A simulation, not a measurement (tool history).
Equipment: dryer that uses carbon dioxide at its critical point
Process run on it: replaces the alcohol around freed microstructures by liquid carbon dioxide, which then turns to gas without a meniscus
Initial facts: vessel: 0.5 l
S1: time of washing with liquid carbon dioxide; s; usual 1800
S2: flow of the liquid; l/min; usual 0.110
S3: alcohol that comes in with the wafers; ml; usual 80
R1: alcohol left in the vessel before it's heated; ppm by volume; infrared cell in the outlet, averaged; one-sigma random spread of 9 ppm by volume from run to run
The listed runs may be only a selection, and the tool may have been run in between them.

{"run": 1, "hour": 0.0, "S1": 1800, "S2": 0.11, "S3": 80, "R1": 669}
{"run": 2, "hour": 7.7, "S1": 2040, "S2": 0.11, "S3": 80, "R1": 332}
{"run": 3, "hour": 21.6, "S1": 2040, "S2": 0.11, "S3": 80, "R1": 348}
{"run": 4, "hour": 33.1, "S1": 2040, "S2": 0.11, "S3": 80, "R1": 372}
{"run": 5, "hour": 40.0, "S1": 2040, "S2": 0.11, "S3": 80, "R1": 358}
{"run": 6, "hour": 49.6, "S1": 2040, "S2": 0.11, "S3": 26, "R1": 135}

Estimate the outcome of run 7 from the log above:
{"run": 7, "hour": 61.8, "S1": 1800, "S2": 0.121, "S3": 80, "R1": "?"}

R1: 482 ppm by volume
Were there no unlogged condition in the tool, this run, its random variation unchanged, would have produced R1 290 ppm by volume.
